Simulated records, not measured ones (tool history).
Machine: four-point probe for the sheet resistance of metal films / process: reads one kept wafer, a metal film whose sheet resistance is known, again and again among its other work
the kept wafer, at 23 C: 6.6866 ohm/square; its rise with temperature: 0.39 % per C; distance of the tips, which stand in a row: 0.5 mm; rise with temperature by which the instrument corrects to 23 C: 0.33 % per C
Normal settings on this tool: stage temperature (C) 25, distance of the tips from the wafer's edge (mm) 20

run,hour,stage temperature (C),distance of the tips from the wafer's edge (mm),sheet resistance as the instrument gives it (ohm/square)
1,0.0,25,20,6.680806
2,79.4,25,71,6.679161
3,136.4,25,71,6.680537
4,251.2,25,20,6.685018
5,368.7,25,20,6.686528
6,424.9,25,20,6.685251
7,518.2,25,20,6.684718
8,603.9,25,20,6.688158
9,702.0,25,20,6.687685
10,824.1,25,20,6.693202
11,946.2,25,20,6.691116
12,1012.1,25,20,6.692545
13,1105.8,25,20,6.692206
14,1177.9,25,20,6.694417
15,1246.2,25,20,6.694929
16,1326.4,25,20,6.699240
17,1426.8,25,23,6.700890
18,1558.9,25,20,6.692231
19,1623.9,24,20,6.690316
20,1681.8,25,20,6.692944
21,1783.4,25,20,6.693434
22,1881.5,22,20,6.686627
23,1988.7,22,20,6.686404
24,2098.6,22,20,6.687223
25,2173.0,22,20,6.690216
26,2251.2,25,45,6.700309
27,2343.3,22,8,6.703431
28,2452.7,20,45,6.680513
29,2547.0,25,38,6.703753
30,2642.1,22,23,6.692102
31,2721.3,22,23,6.693338
32,2827.1,25,23,6.706750
33,2881.4,23,29,6.700072
34,2997.5,34,5,6.774688
35,3060.8,21,12,6.697993
36,3194.3,23,44,6.704617
37,3304.1,27,58,6.717574
38,3438.5,21,58,6.699469
39,3567.3,21,58,6.700728
40,3649.1,21,58,6.699825
41,3727.3,21,58,6.699308
42,3857.7,34,3,6.848381
43,3959.8,19,64,6.691967
44,4085.4,24,22,6.715882
45,4157.5,24,22,6.714039

Taken out of this log: 3 entries between the listed runs. Where each belongs, and how the hidden state differs across it:
In the gap between runs 15 and 16: stage's thermometer calibrated (hour 1326.4)
  inner tips' distance over the nominal, %: -0.079 -> -0.069; tips' flats over new ones', %: 28 -> 29; wafer's true temperature over the reading, C: 0.19 -> 0.32
  what was measured, less what the result would be without the hidden state, sheet resistance as the instrument gives it (ohm/square): -0.000876 -> +0.003158
In the gap between runs 17 and 18: stage's thermometer calibrated, once more (hour 1555.5)
  inner tips' distance over the nominal, %: -0.056 -> -0.039; tips' flats over new ones', %: 30 -> 32; wafer's true temperature over the reading, C: 0.33 -> -0.04
  what was measured, less what the result would be without the hidden state, sheet resistance as the instrument gives it (ohm/square): +0.004340 -> -0.003767
In the gap between runs 42 and 43: stage's thermometer calibrated (hour 3911.8)
  inner tips' distance over the nominal, %: 0.246 -> 0.257; tips' flats over new ones', %: 61 -> 62; wafer's true temperature over the reading, C: 0.21 -> 0.07
  what was measured, less what the result would be without the hidden state, sheet resistance as the instrument gives it (ohm/square): +0.023372 -> +0.020383
